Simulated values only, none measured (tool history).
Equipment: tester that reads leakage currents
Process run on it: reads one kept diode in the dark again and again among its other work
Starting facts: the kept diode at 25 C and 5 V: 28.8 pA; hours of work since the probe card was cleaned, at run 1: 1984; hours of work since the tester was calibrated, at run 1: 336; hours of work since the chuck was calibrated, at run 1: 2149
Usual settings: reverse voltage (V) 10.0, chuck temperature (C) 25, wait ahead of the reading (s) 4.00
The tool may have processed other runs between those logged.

run,hour,reverse voltage (V),chuck temperature (C),wait ahead of the reading (s),hours of work since the probe card was cleaned,hours of work since the tester was calibrated,hours of work since the chuck was calibrated,current that the tester gives (pA)
1,0.0,10.0,25,4.00,1984,336,2149,58.03
2,46.0,10.0,38,4.00,2004,356,2169,146.19
# hour 110.4: chuck's temperature calibrated
3,110.9,10.0,38,8.60,2032,384,0,129.25
4,155.5,10.0,25,4.00,2052,403,20,52.55
5,211.8,10.0,25,4.00,2076,428,45,52.65
6,268.7,10.0,25,4.00,2102,453,70,53.19
7,298.8,10.0,25,4.00,2115,467,83,53.08
8,326.1,10.0,25,4.00,2127,479,95,53.33
9,353.6,10.0,25,4.00,2139,491,107,53.68
10,415.9,10.0,25,4.00,2167,518,135,53.64
11,451.6,10.0,25,4.00,2182,534,151,53.91
12,510.6,10.0,25,4.00,2208,560,177,54.27
13,545.3,10.0,25,4.00,2224,576,192,54.52
14,589.0,10.0,25,4.00,2243,595,211,54.33
15,651.2,10.0,25,4.00,2270,622,239,54.81
16,696.4,10.0,25,4.00,2290,642,259,55.01
17,729.9,10.0,25,4.00,2305,657,274,54.94
18,765.0,6.8,25,4.00,2321,673,289,43.90
19,796.3,10.0,25,3.48,2335,686,303,55.44
# hour 828.1: probe card cleaned and baked
20,849.2,10.0,25,5.11,9,708,325,40.94
21,894.2,2.2,48,8.88,29,728,345,131.19
22,957.2,5.4,34,4.00,57,756,373,66.30
23,1005.8,2.2,41,0.55,78,778,394,77.20
24,1065.8,2.2,41,0.55,105,804,421,76.85
25,1109.2,2.2,41,0.55,124,823,440,77.98
26,1167.6,2.2,41,0.55,150,849,465,77.64
# hour 1173.7: tester calibrated
27,1212.4,2.2,41,0.55,169,17,484,77.91
28,1264.3,6.0,25,0.74,192,40,507,34.46
29,1318.5,5.6,22,4.00,216,64,531,25.40
30,1369.4,10.0,34,1.99,238,86,554,90.28
31,1423.2,1.7,40,6.75,262,110,577,64.41
32,1452.9,1.2,25,2.55,275,123,591,16.03
33,1485.4,1.2,25,2.55,289,138,605,16.13
34,1525.5,3.0,25,4.00,307,155,623,24.70
# hour 1551.3: tester calibrated, once more
35,1590.5,6.2,33,0.86,335,17,650,67.74
36,1623.5,10.0,25,5.63,349,32,665,44.21
37,1663.6,10.0,25,5.63,367,50,683,44.38
38,1691.0,4.9,49,4.00,379,62,695,206.70
39,1750.1,4.9,49,4.00,405,88,721,206.98

Below, each run's measurement less what the same run would have read without the hidden state. Both values contain the same run-to-run variation, but the gauge's scatter may not be the same in both:
Hidden state present: stray current of the dirty probe card, pA a volt; current scale over the true one, %; true chuck temperature over the reading, C; drift of the gauge itself on leakage_pa, %.
run,current that the tester gives (pA)
1,+18.34
2,+29.28
3,+13.02
4,+12.79
5,+12.98
6,+13.30
7,+13.38
8,+13.54
9,+13.70
10,+13.88
11,+14.04
12,+14.32
13,+14.48
14,+14.58
15,+14.87
16,+15.07
17,+15.13
18,+10.54
19,+15.48
20,+1.27
21,+3.47
22,+2.20
23,+2.44
24,+2.58
25,+2.74
26,+2.89
27,+3.02
28,+2.09
29,+1.84
30,+5.23
31,+2.97
32,+0.95
33,+0.98
34,+1.76
35,+4.39
36,+4.33
37,+4.51
38,+10.37
39,+10.76
